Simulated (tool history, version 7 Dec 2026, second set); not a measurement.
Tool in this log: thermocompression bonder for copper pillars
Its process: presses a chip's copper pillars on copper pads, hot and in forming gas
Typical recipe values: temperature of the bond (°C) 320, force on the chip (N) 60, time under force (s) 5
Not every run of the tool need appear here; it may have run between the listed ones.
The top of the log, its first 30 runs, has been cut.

| run | hour | temperature of the bond (°C) | force on the chip (N) | time under force (s) | hours of work since the heater was calibrated | hours of work since the force cell was calibrated | hours of work since the gas filter was changed | force that shears a chip off (N) |
|---|---|---|---|---|---|---|---|---|
| 31 | 496.5 | 336 | 48 | 8 | 545 | 285 | 209 | 63.3 |
| 32 | 517.4 | 294 | 82 | 4 | 554 | 294 | 218 | 53.4 |
| 33 | 527.9 | 294 | 82 | 4 | 559 | 299 | 223 | 53.6 |
| 34 | 543.8 | 320 | 48 | 12 | 566 | 306 | 230 | 65.6 |
| 35 | 553.7 | 320 | 40 | 13 | 570 | 310 | 234 | 61.3 |
| 36 | 570.2 | 321 | 64 | 5 | 578 | 317 | 241 | 59.8 |
| 37 | 581.4 | 321 | 64 | 5 | 582 | 322 | 246 | 59.5 |
| 38 | 601.8 | 303 | 48 | 11 | 591 | 331 | 255 | 58.4 |
| 39 | 618.9 | 303 | 48 | 11 | 599 | 339 | 262 | 59.0 |

Below are 5 alternative next runs, each starting from the tool's condition after run 39. Predict each:
| A | 629.9 | 346 | 54 | 5 | 604 | 344 | 267 | ? |
| B | 629.9 | 328 | 39 | 3 | 604 | 344 | 267 | ? |
| C | 629.9 | 305 | 54 | 5 | 604 | 344 | 267 | ? |
| D | 629.9 | 321 | 60 | 13 | 604 | 344 | 267 | ? |
| E | 629.9 | 327 | 81 | 14 | 604 | 344 | 267 | ? |

| run | force that shears a chip off (N) |
|---|---|
| A | 62.7 |
| B | 41.6 |
| C | 49.8 |
| D | 70.8 |
| E | 77.5 |
Without the tool's unlogged condition, the same runs would have read:
| run | force that shears a chip off (N) |
|---|---|
| A | 62.9 |
| B | 41.8 |
| C | 50.0 |
| D | 71.0 |
| E | 77.7 |
